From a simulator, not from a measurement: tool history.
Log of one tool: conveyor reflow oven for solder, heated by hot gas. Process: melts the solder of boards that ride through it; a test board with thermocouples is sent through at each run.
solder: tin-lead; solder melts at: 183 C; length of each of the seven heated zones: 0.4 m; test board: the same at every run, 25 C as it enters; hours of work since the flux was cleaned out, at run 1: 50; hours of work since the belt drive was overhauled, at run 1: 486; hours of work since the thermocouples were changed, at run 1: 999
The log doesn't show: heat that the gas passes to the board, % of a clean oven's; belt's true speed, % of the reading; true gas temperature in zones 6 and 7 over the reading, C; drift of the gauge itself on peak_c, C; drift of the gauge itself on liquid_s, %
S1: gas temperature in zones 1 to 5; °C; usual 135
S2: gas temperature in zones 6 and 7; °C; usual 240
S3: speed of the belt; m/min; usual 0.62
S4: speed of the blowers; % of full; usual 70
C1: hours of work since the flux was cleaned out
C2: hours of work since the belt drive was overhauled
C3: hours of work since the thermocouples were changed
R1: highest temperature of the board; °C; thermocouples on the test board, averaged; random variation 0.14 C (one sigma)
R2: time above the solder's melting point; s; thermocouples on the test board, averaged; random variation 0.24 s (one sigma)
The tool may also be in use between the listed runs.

| run | hour | S1 | S2 | S3 | S4 | C1 | C2 | C3 | R1 | R2 |
|---|---|---|---|---|---|---|---|---|---|---|
| 1 | 0 | 135 | 240 | 0.62 | 70 | 50 | 486 | 999 | 221.3 | 59.2 |
| 2 | 23.2 | 135 | 240 | 0.62 | 70 | 60 | 496 | 1010 | 221.1 | 59.6 |
| 3 | 43.9 | 135 | 240 | 0.62 | 70 | 69 | 505 | 1019 | 221.2 | 59.7 |
| 4 | 70.9 | 135 | 240 | 0.62 | 70 | 81 | 517 | 1030 | 221.3 | 59.6 |
| 5 | 96 | 135 | 240 | 0.62 | 70 | 92 | 528 | 1041 | 220.8 | 59.5 |
| 6 | 118.8 | 135 | 240 | 0.62 | 70 | 102 | 538 | 1051 | 220.9 | 59.2 |
| 7 | 136.8 | 135 | 240 | 0.62 | 70 | 109 | 546 | 1059 | 220.9 | 59.5 |
| 8 | 156.8 | 135 | 240 | 0.668 | 70 | 118 | 555 | 1068 | 217.7 | 52 |
| 9 | 168.8 | 135 | 240 | 0.668 | 70 | 123 | 560 | 1073 | 218 | 52.4 |
| 10 | 195.9 | 135 | 240 | 0.668 | 70 | 135 | 572 | 1085 | 217.6 | 52.1 |
| 11 | 210.7 | 135 | 240 | 0.668 | 70 | 142 | 578 | 1092 | 217.5 | 52.2 |
| 12 | 232 | 135 | 250 | 0.62 | 70 | 151 | 588 | 1101 | 229 | 65.1 |
| 13 | 243.6 | 135 | 250 | 0.62 | 70 | 156 | 593 | 1106 | 229 | 65 |
| 14 | 269.8 | 135 | 250 | 0.62 | 70 | 168 | 604 | 1118 | 228.9 | 65 |
| 15 | 286.9 | 135 | 250 | 0.62 | 70 | 175 | 612 | 1125 | 229 | 64.7 |
| 16 | 313.2 | 135 | 250 | 0.62 | 70 | 187 | 623 | 1137 | 228.8 | 64.5 |
| 17 | 327.2 | 135 | 250 | 0.62 | 70 | 193 | 629 | 1143 | 228.6 | 64.9 |
| 18 | 350.5 | 135 | 250 | 0.62 | 70 | 203 | 640 | 1153 | 228.5 | 64.6 |
| 19 | 376.2 | 135 | 250 | 0.62 | 70 | 214 | 651 | 1164 | 228.6 | 64.9 |
| 20 | 389.7 | 145 | 228 | 0.737 | 60 | 220 | 657 | 1170 | 203.2 | 36.5 |
| 21 | 417.1 | 145 | 228 | 0.557 | 60 | 232 | 669 | 1182 | 213.8 | 63.8 |
| 22 | 431.1 | 131 | 243 | 0.547 | 62 | 238 | 675 | 1188 | 224.5 | 69.3 |
| 23 | 447.7 | 128 | 233 | 0.547 | 62 | 245 | 682 | 1195 | 215.4 | 60.3 |
| 24 | 459.3 | 140 | 236 | 0.62 | 70 | 251 | 687 | 1200 | 217.8 | 58.7 |
| 25 | 471.5 | 140 | 236 | 0.62 | 70 | 256 | 692 | 1206 | 217.7 | 58.6 |
| 26 | 490.6 | 131 | 240 | 0.534 | 56 | 264 | 701 | 1214 | 220.9 | 68.5 |
|  | 505.8 | flux residue cleaned out of gas plates and filters |
| 27 | 512.3 | 135 | 240 | 0.547 | 79 | 3 | 708 | 1221 | 228.7 | 74.5 |
| 28 | 529.7 | 135 | 240 | 0.547 | 79 | 10 | 716 | 1229 | 228.6 | 73.3 |
| 29 | 544 | 135 | 240 | 0.727 | 79 | 17 | 722 | 1235 | 217.9 | 48.3 |
| 30 | 561 | 148 | 238 | 0.519 | 50 | 24 | 729 | 1243 | 223.6 | 80 |

Measured less the same run without the tool's hidden state. The same run-to-run variation is in both; the gauge's scatter may not be:
| run | R1 | R2 |
|---|---|---|
| 1 | +2.9 | +2.6 |
| 2 | +2.8 | +2.5 |
| 3 | +2.8 | +2.6 |
| 4 | +2.7 | +2.4 |
| 5 | +2.6 | +2.4 |
| 6 | +2.5 | +2.3 |
| 7 | +2.5 | +2.3 |
| 8 | +2.2 | +2.2 |
| 9 | +2.3 | +2.2 |
| 10 | +2.2 | +2 |
| 11 | +2.1 | +2 |
| 12 | +2.2 | +2 |
| 13 | +2.2 | +1.9 |
| 14 | +2.1 | +1.9 |
| 15 | +2 | +1.9 |
| 16 | +1.9 | +1.8 |
| 17 | +1.8 | +1.8 |
| 18 | +1.8 | +1.8 |
| 19 | +1.7 | +1.8 |
| 20 | +1.5 | +1.8 |
| 21 | +2.3 | +2.5 |
| 22 | +2 | +2.1 |
| 23 | +2 | +2.2 |
| 24 | +1.6 | +1.7 |
| 25 | +1.7 | +1.7 |
| 26 | +2 | +2.3 |
| 27 | +3.9 | +3.5 |
| 28 | +3.9 | +3.4 |
| 29 | +3.5 | +3.1 |
| 30 | +3.8 | +4.1 |
